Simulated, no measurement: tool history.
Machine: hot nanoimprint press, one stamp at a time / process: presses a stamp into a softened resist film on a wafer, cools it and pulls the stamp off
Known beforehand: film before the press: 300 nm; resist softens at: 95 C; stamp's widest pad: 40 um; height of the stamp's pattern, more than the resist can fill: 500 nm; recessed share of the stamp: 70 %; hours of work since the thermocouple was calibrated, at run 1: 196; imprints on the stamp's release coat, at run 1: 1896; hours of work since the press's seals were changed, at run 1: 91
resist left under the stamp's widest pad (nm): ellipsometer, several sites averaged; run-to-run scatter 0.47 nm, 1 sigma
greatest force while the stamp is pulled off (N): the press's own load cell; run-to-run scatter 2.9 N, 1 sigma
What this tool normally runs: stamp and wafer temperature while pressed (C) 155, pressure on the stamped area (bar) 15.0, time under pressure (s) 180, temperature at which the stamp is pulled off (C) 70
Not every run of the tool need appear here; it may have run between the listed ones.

run   hour  stamp and wafer temperature while pressed (C)  pressure on the stamped area (bar)  time under pressure (s)  temperature at which the stamp is pulled off (C)  hours of work since the thermocouple was calibrated  imprints on the stamp's release coat  hours of work since the press's seals were changed  resist left under the stamp's widest pad (nm)  greatest force while the stamp is pulled off (N)
  1    0.0                                            155                                15.0                      180                                                70                                                  196                                  1896                                                  91                                          147.1                                               175
  2    7.3                                            155                                15.0                      180                                                70                                                  201                                  1930                                                  95                                          147.9                                               173
  3   13.8                                            162                                15.0                      180                                                70                                                  205                                  1961                                                  99                                          112.1                                               178
  4   21.7                                            162                                15.0                      180                                                70                                                  210                                  1999                                                 104                                          113.4                                               182
  5   31.4                                            162                                15.0                      180                                                70                                                  216                                  2044                                                 110                                          112.5                                               185
  6   37.2                                            162                                15.0                      180                                                70                                                  219                                  2072                                                 114                                          113.7                                               180
  7   42.4                                            162                                15.0                      180                                                70                                                  222                                  2096                                                 117                                          114.2                                               186
  8   46.7                                            162                                15.0                      180                                                70                                                  225                                  2117                                                 119                                          112.7                                               183
  9   52.2                                            162                                15.0                      180                                                70                                                  228                                  2143                                                 123                                          113.3                                               180
 10   61.9                                            162                                15.0                      180                                                70                                                  234                                  2189                                                 129                                          114.1                                               185
 11   67.5                                            155                                15.0                      180                                                70                                                  238                                  2215                                                 132                                          148.3                                               191
 12   74.4                                            155                                15.0                      180                                                70                                                  242                                  2248                                                 136                                          148.8                                               185
 13   82.1                                            155                                10.5                      180                                                70                                                  247                                  2284                                                 141                                          171.2                                               191
 14   86.8                                            150                                15.0                      183                                                70                                                  249                                  2307                                                 144                                          177.7                                               177
 15   94.7                                            162                                21.2                      183                                                70                                                  254                                  2344                                                 149                                           96.0                                               187
 16  104.5                                            165                                10.5                      180                                                74                                                  260                                  2390                                                 155                                          121.0                                               187
     115.9  -- stamp cleaned and given a new release coat
 17  115.9                                            165                                10.5                      180                                                74                                                  264                                     0                                                 158                                          120.9                                               130
 18  123.2                                            151                                15.0                      180                                                69                                                  268                                    34                                                 162                                          173.6                                               136
 19  132.8                                            151                                15.0                      180                                                69                                                  274                                    80                                                 168                                          172.2                                               145
 20  138.1                                            151                                17.1                      260                                                55                                                  277                                   105                                                 171                                          144.6                                               162
 21  147.9                                            151                                17.1                      260                                                55                                                  283                                   151                                                 177                                          144.7                                               162
 22  152.6                                            163                                11.5                      162                                                75                                                  286                                   174                                                 180                                          130.1                                               134
 23  158.9                                            155                                11.8                      180                                                78                                                  290                                   203                                                 184                                          164.6                                               136
 24  164.2                                            155                                11.8                      180                                                78                                                  293                                   228                                                 187                                          164.4                                               131
 25  173.8                                            150                                14.9                      325                                                65                                                  299                                   274                                                 193                                          147.2                                               147

For each run, the measured value with the value that run would have given without the tool's hidden condition subtracted. The run-to-run variation is shared by both, the gauge scatter possibly not:
The tool's hidden condition here consists of: true temperature over the reading, C; pressure that arrives at the usual setting, %; grip of the stamp's worn release coat, % over a new coat's; drift of the gauge itself on residual_nm, %; drift of the gauge itself on pull_off_n, %.
run  resist left under the stamp's widest pad (nm)  greatest force while the stamp is pulled off (N)
  1                                           +4.4                                               +41
  2                                           +4.5                                               +42
  3                                           +3.6                                               +43
  4                                           +3.7                                               +44
  5                                           +3.8                                               +46
  6                                           +3.9                                               +45
  7                                           +3.9                                               +47
  8                                           +3.9                                               +47
  9                                           +4.0                                               +46
 10                                           +4.2                                               +48
 11                                           +5.4                                               +50
 12                                           +5.5                                               +49
 13                                           +5.6                                               +52
 14                                           +6.3                                               +49
 15                                           +4.1                                               +52
 16                                           +4.5                                               +53
 17                                           +4.5                                                +1
 18                                           +6.8                                                +2
 19                                           +6.8                                                +3
 20                                           +6.7                                                +4
 21                                           +6.8                                                +5
 22                                           +5.4                                                +5
 23                                           +6.7                                                +6
 24                                           +6.8                                                +5
 25                                           +7.2                                                +7
